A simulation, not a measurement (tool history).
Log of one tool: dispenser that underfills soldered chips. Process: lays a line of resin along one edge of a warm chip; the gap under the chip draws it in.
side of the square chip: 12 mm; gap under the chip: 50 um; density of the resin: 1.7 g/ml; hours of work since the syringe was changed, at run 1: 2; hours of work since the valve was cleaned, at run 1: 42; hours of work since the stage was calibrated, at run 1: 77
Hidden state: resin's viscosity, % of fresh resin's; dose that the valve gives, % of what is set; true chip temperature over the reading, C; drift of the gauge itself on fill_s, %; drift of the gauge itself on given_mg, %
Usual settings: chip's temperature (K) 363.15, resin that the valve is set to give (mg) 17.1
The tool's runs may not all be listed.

run  hour  chip's temperature (K)  resin that the valve is set to give (mg)  hours of work since the syringe was changed  hours of work since the valve was cleaned  hours of work since the stage was calibrated  time until the resin shows at the far edge (s)  resin that the valve gave (mg)
  1     0                  363.15                                      17.1                                            2                                         42                                            77                                            97.1                           16.58
  2   2.3                  363.15                                      17.1                                            3                                         44                                            78                                           109.8                           16.79
  3   6.5                  363.15                                      17.1                                            6                                         47                                            81                                           131.7                           16.44
  4   9.2                  363.15                                      17.1                                            8                                         49                                            83                                           149.3                           16.67
     10.4  -- new syringe of resin
  5  12.3                  363.15                                      17.1                                            1                                         51                                            85                                            92.9                           16.56
  6  16.5                  363.15                                      17.7                                            4                                         54                                            88                                           110.7                           17.17
  7  20.5                  352.15                                      17.7                                            7                                         56                                            90                                           221.8                              17
     23.3  -- new syringe of resin
  8  25.1                  357.15                                      17.7                                            1                                         59                                            93                                           119.7                           17.12

Run 9 comes next. What will it give?
  9  29.3                  350.15                                      15.5                                            4                                         62                                            96                                               ?                               ?

time until the resin shows at the far edge (s): 216.1
resin that the valve gave (mg): 14.93
Without the tool's hidden state the same run would have given time until the resin shows at the far edge (s) 161.5, resin that the valve gave (mg) 15.53.
